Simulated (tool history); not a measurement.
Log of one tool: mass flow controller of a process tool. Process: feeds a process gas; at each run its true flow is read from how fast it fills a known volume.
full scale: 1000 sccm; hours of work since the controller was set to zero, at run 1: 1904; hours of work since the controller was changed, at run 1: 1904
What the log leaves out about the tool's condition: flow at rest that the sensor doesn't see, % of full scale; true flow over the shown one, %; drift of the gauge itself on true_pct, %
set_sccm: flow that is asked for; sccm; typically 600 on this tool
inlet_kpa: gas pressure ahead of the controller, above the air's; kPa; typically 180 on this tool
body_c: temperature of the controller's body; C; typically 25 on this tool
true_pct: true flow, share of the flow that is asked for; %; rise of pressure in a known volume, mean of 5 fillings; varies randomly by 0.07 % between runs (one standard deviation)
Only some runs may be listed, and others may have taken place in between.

run	hour	set_sccm	inlet_kpa	body_c	hours of work since the controller was set to zero	hours of work since the controller was changed	true_pct
1	0.0	600	180	25	1904	1904	99.58
2	180.5	600	180	25	2027	2027	99.73
3	372.6	600	180	25	2158	2158	99.68
4	517.9	600	180	25	2258	2258	99.68
5	650.6	600	180	25	2348	2348	99.68
6	869.0	600	223	25	2497	2497	99.48
7	988.2	600	171	25	2579	2579	99.85
8	1124.5	600	171	25	2672	2672	99.86
9	1351.6	600	171	25	2827	2827	99.94
10	1447.9	195	171	25	2892	2892	97.64
11	1593.3	195	254	25	2992	2992	97.29
12	1780.4	195	254	25	3119	3119	97.16
13	1933.3	600	180	22	3224	3224	99.65
14	2134.0	600	180	22	3361	3361	99.62
15	2231.4	600	205	25	3427	3427	99.76
16	2391.2	345	205	25	3536	3536	98.66
17	2495.2	600	180	22	3607	3607	99.79
18	2600.2	600	180	22	3679	3679	99.66
19	2707.5	600	180	22	3752	3752	99.66
20	2861.9	600	180	22	3858	3858	99.63
21	2972.2	600	180	22	3933	3933	99.58
22	3165.8	600	180	22	4065	4065	99.81
23	3266.1	600	180	34	4134	4134	101.09
24	3425.3	600	180	25	4242	4242	100.05
25	3567.6	600	180	26	4340	4340	100.23
26	3721.5	709	253	26	4445	4445	100.08
27	3820.8	170	229	29	4512	4512	97.15
28	4002.8	265	156	25	4637	4637	98.45
29	4162.9	216	181	20	4746	4746	97.07
30	4380.3	216	181	20	4894	4894	97.11
31	4520.3	600	182	25	4990	4990	100.29
32	4682.7	756	157	34	5101	5101	101.95
33	4868.5	430	213	39	5228	5228	100.80
34	5071.8	600	228	25	5367	5367	100.04
# hour 5082.9: controller's zero set anew
35	5203.2	196	228	25	82	5456	96.65
36	5438.7	768	150	25	243	5617	101.11
37	5671.8	609	150	25	402	5776	100.38
38	5848.6	609	150	25	523	5897	100.65
39	5989.1	424	187	39	619	5992	100.83
40	6179.7	573	172	36	749	6123	101.63
# hour 6266.7: controller's zero set anew, once more
41	6392.0	573	172	36	86	6267	102.69
42	6507.4	535	232	33	164	6346	101.92
43	6645.5	535	232	33	259	6440	101.87
44	6873.9	600	152	25	414	6596	101.86
45	7063.5	600	152	37	544	6726	103.08
46	7288.3	914	199	26	697	6879	102.40
47	7416.4	914	199	26	785	6967	102.55
48	7582.5	357	164	25	898	7080	101.20
49	7696.4	357	164	25	976	7158	101.03

What if the next run were any one of these 3? Each begins from the tool's condition after run 49:
A	7901.4	105	145	34	1116	7298	?
B	7901.4	564	202	27	1116	7298	?
C	7901.4	290	180	36	1116	7298	?

run	true_pct
A	100.55
B	101.82
C	102.10
With no hidden state in the tool, these same runs would have given:
run	true_pct
A	99.19
B	99.25
C	99.79
